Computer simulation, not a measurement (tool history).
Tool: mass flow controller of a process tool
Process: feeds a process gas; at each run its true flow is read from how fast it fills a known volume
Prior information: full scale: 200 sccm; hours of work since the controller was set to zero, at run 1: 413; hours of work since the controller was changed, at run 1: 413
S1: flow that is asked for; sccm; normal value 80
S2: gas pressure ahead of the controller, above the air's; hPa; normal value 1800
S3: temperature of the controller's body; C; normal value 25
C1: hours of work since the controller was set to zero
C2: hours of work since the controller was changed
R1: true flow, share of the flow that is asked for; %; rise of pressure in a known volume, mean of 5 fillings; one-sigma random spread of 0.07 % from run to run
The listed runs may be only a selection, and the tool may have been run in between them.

{"run": 1, "day": 0.0, "S1": 80, "S2": 1800, "S3": 25, "C1": 413, "C2": 413, "R1": 98.01}
{"run": 2, "day": 2.254, "S1": 80, "S2": 1800, "S3": 25, "C1": 441, "C2": 441, "R1": 98.02}
{"run": 3, "day": 5.533, "S1": 80, "S2": 1800, "S3": 25, "C1": 482, "C2": 482, "R1": 97.9}
{"run": 4, "day": 7.642, "S1": 80, "S2": 1800, "S3": 39, "C1": 508, "C2": 508, "R1": 99.08}
{"run": 5, "day": 10.092, "S1": 80, "S2": 1800, "S3": 25, "C1": 539, "C2": 539, "R1": 97.94}
{"run": 6, "day": 13.025, "S1": 80, "S2": 1800, "S3": 25, "C1": 575, "C2": 575, "R1": 97.81}
{"run": 7, "day": 16.229, "S1": 80, "S2": 1800, "S3": 25, "C1": 615, "C2": 615, "R1": 97.77}
{"run": 8, "day": 19.462, "S1": 80, "S2": 1800, "S3": 25, "C1": 656, "C2": 656, "R1": 97.71}
{"run": 9, "day": 22.362, "S1": 80, "S2": 1800, "S3": 21, "C1": 692, "C2": 692, "R1": 97.34}
{"run": 10, "day": 24.483, "S1": 80, "S2": 1800, "S3": 25, "C1": 718, "C2": 718, "R1": 97.61}
{"run": 11, "day": 27.458, "S1": 80, "S2": 1800, "S3": 25, "C1": 755, "C2": 755, "R1": 97.6}
{"run": 12, "day": 29.079, "S1": 80, "S2": 1800, "S3": 25, "C1": 775, "C2": 775, "R1": 97.76}
{"run": 13, "day": 32.367, "S1": 80, "S2": 1800, "S3": 25, "C1": 816, "C2": 816, "R1": 97.57}
{"run": 14, "day": 35.192, "S1": 80, "S2": 1800, "S3": 25, "C1": 851, "C2": 851, "R1": 97.61}
{"run": 15, "day": 37.417, "S1": 80, "S2": 1800, "S3": 25, "C1": 879, "C2": 879, "R1": 97.57}
{"day": 37.721, "done": "controller's zero set anew"}
{"run": 16, "day": 39.025, "S1": 80, "S2": 1880, "S3": 25, "C1": 16, "C2": 899, "R1": 97.27}
{"run": 17, "day": 41.442, "S1": 80, "S2": 1880, "S3": 25, "C1": 46, "C2": 929, "R1": 97.17}
{"run": 18, "day": 44.708, "S1": 80, "S2": 2430, "S3": 25, "C1": 87, "C2": 969, "R1": 97.66}
{"run": 19, "day": 46.796, "S1": 80, "S2": 2430, "S3": 25, "C1": 113, "C2": 995, "R1": 97.5}
{"run": 20, "day": 49.721, "S1": 80, "S2": 2430, "S3": 25, "C1": 149, "C2": 1032, "R1": 97.66}
{"day": 50.383, "done": "controller's zero set anew, once more"}
{"run": 21, "day": 51.762, "S1": 80, "S2": 2430, "S3": 25, "C1": 17, "C2": 1057, "R1": 98.86}
{"run": 22, "day": 54.046, "S1": 47, "S2": 2120, "S3": 33, "C1": 46, "C2": 1085, "R1": 98.77}
{"run": 23, "day": 57.354, "S1": 47, "S2": 2120, "S3": 33, "C1": 87, "C2": 1127, "R1": 98.73}
{"run": 24, "day": 59.417, "S1": 25, "S2": 1860, "S3": 27, "C1": 112, "C2": 1152, "R1": 97.49}
{"run": 25, "day": 62.254, "S1": 21, "S2": 2750, "S3": 20, "C1": 148, "C2": 1188, "R1": 97.28}
{"run": 26, "day": 63.796, "S1": 80, "S2": 1720, "S3": 36, "C1": 167, "C2": 1207, "R1": 99.07}
{"run": 27, "day": 66.15, "S1": 94, "S2": 2490, "S3": 27, "C1": 196, "C2": 1236, "R1": 98.96}
{"run": 28, "day": 67.533, "S1": 80, "S2": 1730, "S3": 30, "C1": 213, "C2": 1253, "R1": 98.4}
{"run": 29, "day": 70.304, "S1": 139, "S2": 2710, "S3": 30, "C1": 248, "C2": 1288, "R1": 99.79}
{"run": 30, "day": 72.733, "S1": 139, "S2": 2710, "S3": 30, "C1": 278, "C2": 1318, "R1": 99.69}
{"run": 31, "day": 75.3, "S1": 55, "S2": 2150, "S3": 22, "C1": 310, "C2": 1350, "R1": 97.59}
{"run": 32, "day": 77.608, "S1": 55, "S2": 2150, "S3": 22, "C1": 339, "C2": 1379, "R1": 97.53}
{"run": 33, "day": 80.079, "S1": 26, "S2": 2790, "S3": 32, "C1": 370, "C2": 1409, "R1": 97.91}
{"run": 34, "day": 82.783, "S1": 37, "S2": 2790, "S3": 32, "C1": 403, "C2": 1443, "R1": 98.25}
{"run": 35, "day": 85.583, "S1": 37, "S2": 2790, "S3": 32, "C1": 438, "C2": 1478, "R1": 98.2}
{"run": 36, "day": 88.767, "S1": 137, "S2": 2230, "S3": 23, "C1": 478, "C2": 1518, "R1": 98.59}
{"run": 37, "day": 91.783, "S1": 55, "S2": 1800, "S3": 25, "C1": 515, "C2": 1555, "R1": 97.38}
{"run": 38, "day": 94.817, "S1": 69, "S2": 1800, "S3": 25, "C1": 553, "C2": 1593, "R1": 97.42}
{"run": 39, "day": 96.762, "S1": 69, "S2": 1800, "S3": 25, "C1": 577, "C2": 1617, "R1": 97.47}
{"run": 40, "day": 99.467, "S1": 69, "S2": 1800, "S3": 25, "C1": 611, "C2": 1651, "R1": 97.4}
{"run": 41, "day": 102.679, "S1": 24, "S2": 1920, "S3": 25, "C1": 651, "C2": 1691, "R1": 95.63}

Consider 5 possible next runs. They are alternatives, not a sequence: every one starts from the tool as it was left by run 41. What does each give?
{"run": "A", "day": 104.817, "S1": 149, "S2": 1720, "S3": 28, "C1": 678, "C2": 1717, "R1": "?"}
{"run": "B", "day": 104.817, "S1": 25, "S2": 1460, "S3": 25, "C1": 678, "C2": 1717, "R1": "?"}
{"run": "C", "day": 104.817, "S1": 42, "S2": 1800, "S3": 25, "C1": 678, "C2": 1717, "R1": "?"}
{"run": "D", "day": 104.817, "S1": 48, "S2": 2130, "S3": 29, "C1": 678, "C2": 1717, "R1": "?"}
{"run": "E", "day": 104.817, "S1": 57, "S2": 1610, "S3": 32, "C1": 678, "C2": 1717, "R1": "?"}

run=A R1=98.70
run=B R1=95.33
run=C R1=96.65
run=D R1=97.40
run=E R1=97.55
The same runs, with their run-to-run variation unchanged, on a tool lacking any hidden condition would have given:
run=A R1=99.59
run=B R1=97.96
run=C R1=98.44
run=D R1=99.03
run=E R1=99.01

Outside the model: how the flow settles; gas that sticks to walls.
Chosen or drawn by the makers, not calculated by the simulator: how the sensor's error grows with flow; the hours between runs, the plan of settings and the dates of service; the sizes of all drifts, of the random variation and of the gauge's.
